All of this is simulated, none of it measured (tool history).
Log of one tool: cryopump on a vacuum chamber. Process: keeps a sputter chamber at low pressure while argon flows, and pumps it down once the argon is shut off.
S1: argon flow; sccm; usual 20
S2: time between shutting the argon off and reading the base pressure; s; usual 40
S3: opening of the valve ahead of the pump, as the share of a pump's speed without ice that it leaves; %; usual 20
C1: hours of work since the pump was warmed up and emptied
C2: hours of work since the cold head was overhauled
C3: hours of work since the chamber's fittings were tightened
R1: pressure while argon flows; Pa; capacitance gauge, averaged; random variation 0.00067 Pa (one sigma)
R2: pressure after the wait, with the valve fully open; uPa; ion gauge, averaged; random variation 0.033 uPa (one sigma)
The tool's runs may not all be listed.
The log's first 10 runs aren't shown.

run	hour	S1	S2	S3	C1	C2	C3	R1	R2
11	339.8	23	40	20	524	524	432	0.1374	2.27
12	380.7	19	40	20	552	552	460	0.1131	2.27
13	420	20	40	20	580	580	488	0.1201	2.29
14	461.5	20	40	20	609	609	517	0.1206	2.33
15	509.8	20	40	20	642	642	551	0.12	2.38
16	530.9	36	40	20	657	657	565	0.2194	2.37
17	578.1	20	40	26	690	690	598	0.0953	2.47
18	617.3	20	128	20	718	718	626	0.1217	1.43
# hour 631.9: pump warmed up, emptied and cooled again
19	652.9	8	40	20	15	739	647	0.0458	2.27
20	700.4	23	221	57	48	772	680	0.0467	1
21	742.7	23	221	57	77	802	710	0.0466	1.01
22	772.4	23	55	20	98	822	731	0.1316	1.96
23	806.6	15	299	20	122	846	755	0.0864	1.05
24	829.5	25	31	20	138	862	771	0.1441	2.8
25	854.9	18	69	42	156	880	788	0.0514	1.83
26	877.1	18	69	36	171	896	804	0.0587	1.74
27	921.8	18	69	36	203	927	835	0.0587	1.77
28	957.6	18	69	36	228	952	860	0.0596	1.81
29	1002	18	172	26	259	983	891	0.0808	1.39
30	1040.8	11	198	20	286	1010	918	0.0646	1.37
31	1084.4	37	21	55	316	1041	949	0.0844	4.08
32	1128.7	31	44	53	347	1071	980	0.0737	2.53
33	1169.6	10	58	51	376	1100	1008	0.0256	2.24
34	1216.7	14	47	51	409	1133	1041	0.034	2.51
35	1244.6	8	40	20	428	1153	1061	0.0479	2.84

Forecast each of these 3 alternatives for the next run:
A	1273.3	8	40	21	448	1173	1081	?	?
B	1273.3	39	235	24	448	1173	1081	?	?
C	1273.3	13	67	34	448	1173	1081	?	?

run	R1	R2
A	0.0447	2.84
B	0.1955	1.56
C	0.0477	2.27
Without the tool's hidden state the same runs would have given:
run	R1	R2
A	0.0424	1.76
B	0.1842	0.47
C	0.044	1.17

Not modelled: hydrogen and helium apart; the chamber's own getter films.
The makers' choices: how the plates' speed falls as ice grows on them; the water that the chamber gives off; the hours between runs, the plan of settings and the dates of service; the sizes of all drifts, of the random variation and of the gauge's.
